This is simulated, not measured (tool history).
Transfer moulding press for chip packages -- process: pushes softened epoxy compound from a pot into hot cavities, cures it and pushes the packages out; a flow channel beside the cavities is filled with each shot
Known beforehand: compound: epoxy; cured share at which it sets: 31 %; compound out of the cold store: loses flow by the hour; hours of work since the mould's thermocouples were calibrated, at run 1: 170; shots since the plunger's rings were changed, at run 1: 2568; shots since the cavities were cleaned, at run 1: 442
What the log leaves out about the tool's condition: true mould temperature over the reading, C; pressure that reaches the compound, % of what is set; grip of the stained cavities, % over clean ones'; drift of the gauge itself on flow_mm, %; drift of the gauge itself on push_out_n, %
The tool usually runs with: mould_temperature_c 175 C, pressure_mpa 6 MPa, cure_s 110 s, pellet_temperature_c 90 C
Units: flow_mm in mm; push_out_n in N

| run | hour | mould_temperature_c | pressure_mpa | cure_s | pellet_temperature_c | hours of work since the mould's thermocouples were calibrated | shots since the plunger's rings were changed | shots since the cavities were cleaned | incoming compound's hours out of the cold store | flow_mm | push_out_n |
|---|---|---|---|---|---|---|---|---|---|---|---|
| 1 | 0 | 175 | 6 | 110 | 90 | 170 | 2568 | 442 | 24.1 | 846 | 371 |
| 2 | 18.5 | 175 | 6 | 110 | 90 | 179 | 2745 | 619 | 13.3 | 889 | 418 |
| 3 | 29.4 | 175 | 6 | 110 | 90 | 185 | 2849 | 723 | 44.1 | 770 | 413 |
|  | 32.7 | cavities cleaned with cleaning compound and waxed |
| 4 | 42.3 | 175 | 6 | 110 | 90 | 191 | 2959 | 92 | 31.4 | 817 | 290 |
| 5 | 60 | 175 | 6 | 110 | 90 | 200 | 3129 | 262 | 23.7 | 843 | 335 |
| 6 | 75.5 | 175 | 6 | 110 | 90 | 208 | 3277 | 410 | 44.3 | 760 | 343 |
| 7 | 92 | 175 | 5.14 | 110 | 90 | 217 | 3435 | 568 | 23.7 | 776 | 404 |
|  | 110.9 | cavities cleaned with cleaning compound and waxed |
| 8 | 113.5 | 175 | 6 | 110 | 86 | 227 | 3626 | 25 | 39.9 | 773 | 261 |
| 9 | 129.2 | 175 | 6 | 110 | 86 | 236 | 3777 | 176 | 47.8 | 742 | 296 |
|  | 132.7 | mould's thermocouples calibrated |
| 10 | 141.2 | 175 | 6 | 110 | 86 | 4 | 3873 | 272 | 45.4 | 751 | 318 |
| 11 | 154.2 | 175 | 6 | 110 | 86 | 11 | 3997 | 396 | 10.9 | 874 | 373 |
| 12 | 170.3 | 175 | 4.75 | 110 | 86 | 20 | 4151 | 550 | 47.5 | 655 | 375 |
| 13 | 179.4 | 175 | 4.75 | 110 | 86 | 24 | 4238 | 637 | 11.1 | 774 | 409 |
|  | 191.7 | cavities cleaned with cleaning compound and waxed |
| 14 | 200.5 | 175 | 4.75 | 98 | 86 | 35 | 4426 | 84 | 40.9 | 678 | 319 |
|  | 205 | mould's thermocouples calibrated, once more |
| 15 | 214.2 | 175 | 7.37 | 108 | 90 | 5 | 4538 | 196 | 12 | 957 | 320 |
| 16 | 224.4 | 175 | 5.31 | 113 | 90 | 10 | 4636 | 294 | 36.7 | 725 | 337 |
| 17 | 238 | 175 | 7.26 | 148 | 90 | 17 | 4766 | 424 | 24.4 | 889 | 315 |
| 18 | 249.8 | 175 | 6.75 | 134 | 90 | 23 | 4879 | 537 | 23.6 | 859 | 358 |
| 19 | 267.8 | 175 | 6.75 | 134 | 90 | 33 | 5052 | 710 | 34.8 | 818 | 363 |
|  | 272.3 | cavities cleaned with cleaning compound and waxed |
| 20 | 282.3 | 175 | 6.75 | 134 | 90 | 40 | 5176 | 96 | 18.3 | 883 | 264 |
| 21 | 300.3 | 175 | 6.75 | 134 | 90 | 49 | 5348 | 268 | 39.4 | 798 | 301 |
| 22 | 313.9 | 175 | 6.75 | 146 | 81 | 56 | 5478 | 398 | 25.7 | 848 | 313 |
| 23 | 332.9 | 175 | 6.75 | 146 | 81 | 66 | 5660 | 580 | 22.1 | 859 | 355 |
|  | 350.8 | cavities cleaned with cleaning compound and waxed |
| 24 | 351.3 | 172 | 5 | 148 | 82 | 75 | 5822 | 4 | 24 | 744 | 227 |
| 25 | 364 | 175 | 4.86 | 137 | 99 | 81 | 5944 | 126 | 40.6 | 665 | 268 |
| 26 | 378.7 | 175 | 4.86 | 137 | 99 | 89 | 6085 | 267 | 20 | 723 | 292 |
| 27 | 388.2 | 169 | 6 | 110 | 96 | 94 | 6176 | 358 | 33.7 | 775 | 462 |
| 28 | 400.2 | 175 | 6 | 96 | 90 | 100 | 6290 | 472 | 20.9 | 800 | 444 |

Forecast each of these 3 alternatives for the next run:
| A | 418.8 | 180 | 6.16 | 96 | 85 | 110 | 6469 | 651 | 9.5 | ? | ? |
| B | 418.8 | 177 | 6.56 | 108 | 90 | 110 | 6469 | 651 | 10.1 | ? | ? |
| C | 418.8 | 181 | 7.26 | 119 | 90 | 110 | 6469 | 651 | 23.3 | ? | ? |

| run | flow_mm | push_out_n |
|---|---|---|
| A | 836 | 386 |
| B | 869 | 391 |
| C | 848 | 361 |
What these runs would have given with no unlogged condition in the tool:
| run | flow_mm | push_out_n |
|---|---|---|
| A | 933 | 238 |
| B | 970 | 238 |
| C | 947 | 221 |
